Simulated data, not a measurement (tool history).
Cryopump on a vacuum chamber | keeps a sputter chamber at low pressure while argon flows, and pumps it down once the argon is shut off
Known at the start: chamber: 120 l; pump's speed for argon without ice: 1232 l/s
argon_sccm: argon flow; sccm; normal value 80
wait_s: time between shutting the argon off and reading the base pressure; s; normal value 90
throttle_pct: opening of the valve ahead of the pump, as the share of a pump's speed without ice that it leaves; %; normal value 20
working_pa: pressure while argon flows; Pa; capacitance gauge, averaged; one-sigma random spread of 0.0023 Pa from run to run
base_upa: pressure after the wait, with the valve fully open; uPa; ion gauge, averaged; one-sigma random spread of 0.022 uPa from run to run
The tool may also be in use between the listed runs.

run   hour  argon_sccm  wait_s  throttle_pct  working_pa  base_upa
  1      0          80      90            20      0.5731      1.92
  2   16.6          80      90            20      0.5729      1.96
  3   29.4         158      90            20       1.134      1.92
  4   54.1         158      90            20      1.1361      1.99
  5   78.3          80      90            20      0.5765      2.06
  6  100.9          80      90            20      0.5764      2.03
  7  124.2          80      90            20      0.5813      2.07
  8  144.3          80      90            20      0.5801      2.13
  9  157.4          80      90            20      0.5806      2.14
 10  174.9          80      90            20      0.5775      2.11
 11  199.3          80      90            20      0.5857      2.22
 12  220.1          80      90            20      0.5876      2.12
 13  244.9          80      90            20      0.5876      2.25
 14  257.7          36      90            20      0.2656      2.19
 15  282.7          80      90            20       0.583      2.26
 16  299.3          80      90            20      0.5896      2.33
 17  310.7          80      90            20      0.5924      2.24
 18  329.4         114      90            20      0.8385      2.32
 19  352.1          56     150            46      0.1968      2.23
 20  366.7          56     150            46      0.1971       2.2
 21  381.9          48     250            16      0.4381      2.11
     389.1  -- pump warmed up, emptied and cooled again
 22  403.4          47      90            20      0.3227      1.83
 23  423.7          45      90            52      0.1205      1.91
 24  449.1          45      90            34      0.1837      1.91
 25  459.7          45      90            34      0.1837      1.86
 26  481.1          32      90            19      0.2327      1.92
 27  497.4          67     183            41      0.2283      1.74
 28  517.4          46      74            32      0.2005      2.16
 29  535.7          46      74            32      0.2024      2.06
 30  558.6          80      90            26      0.4299      2.02
 31  579.5          80      90            26      0.4266      2.03
 32  603.1          80      90            26      0.4293      2.02

The next listed run, before its measurement:
 33  616.7          80      90            26           ?         ?

Run 33 measured working_pa 0.4275 Pa, base_upa 2.04 uPa.
With no hidden state in the tool, this same run would have given working_pa 0.4187 Pa, base_upa 0.68 uPa.

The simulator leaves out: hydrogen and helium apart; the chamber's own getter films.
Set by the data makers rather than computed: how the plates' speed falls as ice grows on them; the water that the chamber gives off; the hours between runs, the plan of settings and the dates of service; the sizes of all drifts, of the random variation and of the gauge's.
